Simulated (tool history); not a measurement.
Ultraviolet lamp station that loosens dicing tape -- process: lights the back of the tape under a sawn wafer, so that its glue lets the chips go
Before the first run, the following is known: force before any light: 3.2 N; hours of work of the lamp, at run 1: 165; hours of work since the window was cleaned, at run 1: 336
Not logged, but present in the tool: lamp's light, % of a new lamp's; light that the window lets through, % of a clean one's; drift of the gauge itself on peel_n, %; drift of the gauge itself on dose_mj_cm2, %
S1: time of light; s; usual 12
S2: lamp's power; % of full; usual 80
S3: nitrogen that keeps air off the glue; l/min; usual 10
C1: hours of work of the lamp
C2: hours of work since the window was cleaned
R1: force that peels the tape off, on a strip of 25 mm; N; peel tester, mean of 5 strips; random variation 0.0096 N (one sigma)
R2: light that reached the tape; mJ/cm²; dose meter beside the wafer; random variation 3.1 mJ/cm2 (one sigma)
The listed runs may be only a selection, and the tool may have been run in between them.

| run | hour | S1 | S2 | S3 | C1 | C2 | R1 | R2 |
|---|---|---|---|---|---|---|---|---|
| 1 | 0 | 12 | 80 | 10 | 165 | 336 | 0.407 | 472 |
| 2 | 6.7 | 12 | 80 | 10 | 169 | 339 | 0.408 | 464 |
| 3 | 14.3 | 12 | 80 | 10 | 173 | 343 | 0.419 | 467 |
| 4 | 23.2 | 12 | 74 | 10 | 177 | 348 | 0.462 | 436 |
| 5 | 31.3 | 12 | 74 | 10 | 182 | 352 | 0.463 | 436 |
| 6 | 37.3 | 12 | 74 | 10 | 185 | 355 | 0.471 | 433 |
| 7 | 46.5 | 12 | 74 | 10 | 190 | 360 | 0.472 | 434 |
| 8 | 51.9 | 19 | 74 | 10 | 193 | 363 | 0.236 | 697 |
| 9 | 56.4 | 12 | 90 | 4 | 195 | 365 | 0.599 | 527 |
| 10 | 63 | 12 | 90 | 4 | 198 | 369 | 0.599 | 531 |
| 11 | 70.2 | 9 | 70 | 12 | 202 | 372 | 0.694 | 315 |
| 12 | 79.3 | 7 | 100 | 10 | 207 | 377 | 0.652 | 340 |
| 13 | 85.3 | 12 | 65 | 12 | 210 | 380 | 0.51 | 382 |

Run 14 comes next. What will it give?
| 14 | 94.7 | 12 | 88 | 10 | 215 | 385 | ? | ? |

{"run 14": {"R1": 0.353, "R2": 518}}
With no hidden state in the tool, this same run would have given R1 0.353 N, R2 518 mJ/cm².
